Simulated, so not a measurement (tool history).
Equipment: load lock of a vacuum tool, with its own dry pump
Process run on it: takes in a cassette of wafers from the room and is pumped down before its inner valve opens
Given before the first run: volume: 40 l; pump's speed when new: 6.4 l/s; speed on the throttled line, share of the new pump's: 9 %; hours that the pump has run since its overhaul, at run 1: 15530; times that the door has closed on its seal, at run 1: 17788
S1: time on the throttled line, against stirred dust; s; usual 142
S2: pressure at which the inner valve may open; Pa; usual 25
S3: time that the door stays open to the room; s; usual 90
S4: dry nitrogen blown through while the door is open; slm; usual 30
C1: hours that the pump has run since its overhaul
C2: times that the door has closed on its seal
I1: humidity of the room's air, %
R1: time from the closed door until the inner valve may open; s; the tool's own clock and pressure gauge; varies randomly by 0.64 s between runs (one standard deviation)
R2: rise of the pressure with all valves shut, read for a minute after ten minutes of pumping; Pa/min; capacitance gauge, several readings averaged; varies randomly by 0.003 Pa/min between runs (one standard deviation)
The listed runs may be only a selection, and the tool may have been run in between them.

run 1 hour=0 | S1=142 S2=25 S3=90 S4=30 | C1=15530 C2=17788 | I1=44.3 | R1=189.2 R2=0.145
run 2 hour=316.5 | S1=142 S2=25 S3=90 S4=30 | C1=15847 C2=18318 | I1=41.2 | R1=189 R2=0.147
run 3 hour=507.2 | S1=142 S2=25 S3=90 S4=30 | C1=16037 C2=18638 | I1=47 | R1=189.9 R2=0.155
run 4 hour=845.3 | S1=95 S2=25 S3=90 S4=30 | C1=16376 C2=19205 | I1=47.4 | R1=148 R2=0.163
run 5 hour=1084 | S1=95 S2=25 S3=90 S4=30 | C1=16614 C2=19605 | I1=42.8 | R1=148.2 R2=0.156
run 6 hour=1467.4 | S1=95 S2=25 S3=90 S4=30 | C1=16998 C2=20248 | I1=46.2 | R1=148.3 R2=0.171
run 7 hour=1787 | S1=142 S2=48 S3=90 S4=30 | C1=17317 C2=20784 | I1=46.5 | R1=185.2 R2=0.169
run 8 hour=2042.9 | S1=142 S2=48 S3=90 S4=30 | C1=17573 C2=21213 | I1=47.9 | R1=185.1 R2=0.172
run 9 hour=2215.8 | S1=142 S2=25 S3=59 S4=30 | C1=17746 C2=21503 | I1=42.1 | R1=190.9 R2=0.167
run 10 hour=2460.8 | S1=142 S2=25 S3=59 S4=30 | C1=17991 C2=21914 | I1=43.4 | R1=190.7 R2=0.167
run 11 hour=2790.5 | S1=142 S2=25 S3=90 S4=30 | C1=18321 C2=22467 | I1=44.8 | R1=191 R2=0.18
run 12 hour=3188.5 | S1=142 S2=25 S3=90 S4=21 | C1=18719 C2=23134 | I1=46.3 | R1=190.7 R2=0.193
run 13 hour=3529.1 | S1=193 S2=25 S3=90 S4=30 | C1=19059 C2=23705 | I1=44.7 | R1=236.4 R2=0.189
run 14 hour=3759.3 | S1=193 S2=25 S3=90 S4=30 | C1=19290 C2=24091 | I1=46.3 | R1=236.9 R2=0.195
run 15 hour=4030 | S1=193 S2=25 S3=90 S4=30 | C1=19560 C2=24545 | I1=44.9 | R1=236.2 R2=0.204
-- hour=4064.8 dry pump taken out, an overhauled one fitted
run 16 hour=4326.2 | S1=142 S2=35 S3=90 S4=30 | C1=261 C2=25031 | I1=43.7 | R1=180.6 R2=0.202
run 17 hour=4700.8 | S1=142 S2=35 S3=90 S4=30 | C1=636 C2=25659 | I1=42.7 | R1=180.2 R2=0.21
run 18 hour=4986.7 | S1=142 S2=35 S3=90 S4=30 | C1=922 C2=26139 | I1=43 | R1=179.5 R2=0.213
run 19 hour=5274.5 | S1=137 S2=25 S3=90 S4=30 | C1=1210 C2=26621 | I1=44.1 | R1=178 R2=0.22
run 20 hour=5483.3 | S1=165 S2=19 S3=166 S4=21 | C1=1419 C2=26971 | I1=42.1 | R1=205.8 R2=0.247
run 21 hour=5681.8 | S1=165 S2=19 S3=166 S4=21 | C1=1617 C2=27304 | I1=45.5 | R1=203.9 R2=0.251
run 22 hour=5889.3 | S1=81 S2=25 S3=29 S4=7 | C1=1825 C2=27652 | I1=47.7 | R1=127.9 R2=0.24
run 23 hour=6201.2 | S1=276 S2=33 S3=173 S4=16 | C1=2136 C2=28175 | I1=45.7 | R1=300.4 R2=0.268
run 24 hour=6368.7 | S1=89 S2=25 S3=90 S4=30 | C1=2304 C2=28456 | I1=42.4 | R1=135.1 R2=0.234
run 25 hour=6760.8 | S1=89 S2=31 S3=90 S4=15 | C1=2696 C2=29113 | I1=48.8 | R1=134 R2=0.267
run 26 hour=7131 | S1=142 S2=25 S3=90 S4=15 | C1=3066 C2=29734 | I1=44.2 | R1=182.6 R2=0.272
run 27 hour=7332.4 | S1=142 S2=25 S3=82 S4=19 | C1=3268 C2=30072 | I1=42.7 | R1=184.7 R2=0.253
run 28 hour=7569.5 | S1=226 S2=25 S3=82 S4=9 | C1=3505 C2=30469 | I1=41.3 | R1=261.1 R2=0.275
run 29 hour=7866.8 | S1=226 S2=25 S3=167 S4=9 | C1=3802 C2=30968 | I1=44.5 | R1=258.6 R2=0.307
run 30 hour=8173.9 | S1=226 S2=25 S3=167 S4=9 | C1=4109 C2=31483 | I1=45 | R1=258.8 R2=0.312
run 31 hour=8376.2 | S1=142 S2=25 S3=114 S4=30 | C1=4311 C2=31822 | I1=45 | R1=183.9 R2=0.269
run 32 hour=8754.4 | S1=265 S2=25 S3=99 S4=16 | C1=4690 C2=32456 | I1=47.7 | R1=293.6 R2=0.3
run 33 hour=8956.2 | S1=163 S2=47 S3=211 S4=10 | C1=4891 C2=32794 | I1=43.6 | R1=199.3 R2=0.334
run 34 hour=9207.1 | S1=142 S2=25 S3=90 S4=16 | C1=5142 C2=33215 | I1=48.4 | R1=184.4 R2=0.302
run 35 hour=9549.7 | S1=142 S2=25 S3=90 S4=16 | C1=5485 C2=33790 | I1=46.6 | R1=184.7 R2=0.315
run 36 hour=9862.5 | S1=142 S2=25 S3=90 S4=16 | C1=5798 C2=34314 | I1=46 | R1=185 R2=0.315
run 37 hour=10261 | S1=142 S2=25 S3=90 S4=16 | C1=6196 C2=34982 | I1=43.5 | R1=185.5 R2=0.313
run 38 hour=10614.5 | S1=142 S2=25 S3=38 S4=24 | C1=6550 C2=35575 | I1=46.1 | R1=185.1 R2=0.305

Predict each of these 3 candidate next runs independently; none follows another, all start after run 38:
run A hour=10916.8 | S1=142 S2=39 S3=99 S4=4 | C1=6852 C2=36082 | I1=48.1 | R1=? R2=?
run B hour=10916.8 | S1=142 S2=25 S3=178 S4=30 | C1=6852 C2=36082 | I1=43.1 | R1=? R2=?
run C hour=10916.8 | S1=142 S2=25 S3=38 S4=7 | C1=6852 C2=36082 | I1=45.8 | R1=? R2=?

run=A R1=182.1 R2=0.356
run=B R1=185.3 R2=0.325
run=C R1=185.1 R2=0.329
Without the tool's unlogged condition, the same runs would have read:
run=A R1=178.6 R2=0.098
run=B R1=181.4 R2=0.062
run=C R1=181.3 R2=0.067

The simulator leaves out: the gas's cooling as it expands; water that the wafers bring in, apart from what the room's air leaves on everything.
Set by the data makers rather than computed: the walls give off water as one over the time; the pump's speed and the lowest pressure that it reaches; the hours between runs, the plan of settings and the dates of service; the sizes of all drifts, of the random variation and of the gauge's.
